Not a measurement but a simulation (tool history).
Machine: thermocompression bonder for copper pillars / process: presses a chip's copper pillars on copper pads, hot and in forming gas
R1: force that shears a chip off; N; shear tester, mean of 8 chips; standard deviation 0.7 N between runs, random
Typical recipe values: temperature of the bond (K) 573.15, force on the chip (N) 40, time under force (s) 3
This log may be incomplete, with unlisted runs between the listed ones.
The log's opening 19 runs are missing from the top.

{"run": 20, "day": 14.6, "temperature of the bond (K)": 573.15, "force on the chip (N)": 31, "time under force (s)": 8, "R1": 60.8}
{"run": 21, "day": 15.538, "temperature of the bond (K)": 573.15, "force on the chip (N)": 31, "time under force (s)": 8, "R1": 60.5}
{"run": 22, "day": 16.112, "temperature of the bond (K)": 593.15, "force on the chip (N)": 35, "time under force (s)": 8, "R1": 82.8}
{"run": 23, "day": 17.042, "temperature of the bond (K)": 593.15, "force on the chip (N)": 35, "time under force (s)": 8, "R1": 82.5}
{"run": 24, "day": 17.567, "temperature of the bond (K)": 593.15, "force on the chip (N)": 35, "time under force (s)": 8, "R1": 83}
{"run": 25, "day": 18.025, "temperature of the bond (K)": 585.15, "force on the chip (N)": 40, "time under force (s)": 3, "R1": 61.5}
{"run": 26, "day": 18.921, "temperature of the bond (K)": 581.15, "force on the chip (N)": 45, "time under force (s)": 6, "R1": 79}
{"run": 27, "day": 19.775, "temperature of the bond (K)": 581.15, "force on the chip (N)": 45, "time under force (s)": 6, "R1": 81}
{"run": 28, "day": 20.483, "temperature of the bond (K)": 559.15, "force on the chip (N)": 44, "time under force (s)": 4, "R1": 53.2}
{"run": 29, "day": 21.454, "temperature of the bond (K)": 573.15, "force on the chip (N)": 25, "time under force (s)": 3, "R1": 32.8}
{"run": 30, "day": 22.442, "temperature of the bond (K)": 573.15, "force on the chip (N)": 40, "time under force (s)": 2, "R1": 45.4}
{"run": 31, "day": 23.096, "temperature of the bond (K)": 566.15, "force on the chip (N)": 29, "time under force (s)": 2, "R1": 29.6}
{"run": 32, "day": 23.675, "temperature of the bond (K)": 566.15, "force on the chip (N)": 29, "time under force (s)": 2, "R1": 29.9}
{"run": 33, "day": 24.188, "temperature of the bond (K)": 553.15, "force on the chip (N)": 40, "time under force (s)": 3, "R1": 40.2}
{"day": 24.662, "done": "forming gas filter changed"}
{"run": 34, "day": 24.738, "temperature of the bond (K)": 553.15, "force on the chip (N)": 40, "time under force (s)": 2, "R1": 34.1}
{"run": 35, "day": 25.488, "temperature of the bond (K)": 602.15, "force on the chip (N)": 40, "time under force (s)": 4, "R1": 82.4}
{"run": 36, "day": 25.971, "temperature of the bond (K)": 556.15, "force on the chip (N)": 27, "time under force (s)": 3, "R1": 28.6}
{"run": 37, "day": 26.708, "temperature of the bond (K)": 557.15, "force on the chip (N)": 31, "time under force (s)": 2, "R1": 29}
{"run": 38, "day": 27.579, "temperature of the bond (K)": 596.15, "force on the chip (N)": 49, "time under force (s)": 4, "R1": 91.1}
{"run": 39, "day": 28.279, "temperature of the bond (K)": 596.15, "force on the chip (N)": 49, "time under force (s)": 4, "R1": 88.8}

Run 40 is up next; what results do you expect?
{"run": 40, "day": 29.233, "temperature of the bond (K)": 596.15, "force on the chip (N)": 49, "time under force (s)": 4, "R1": "?"}

Run 40 yielded R1 89.8 N.
Minus the tool's unlogged condition, the same run would have read R1 84.2 N.
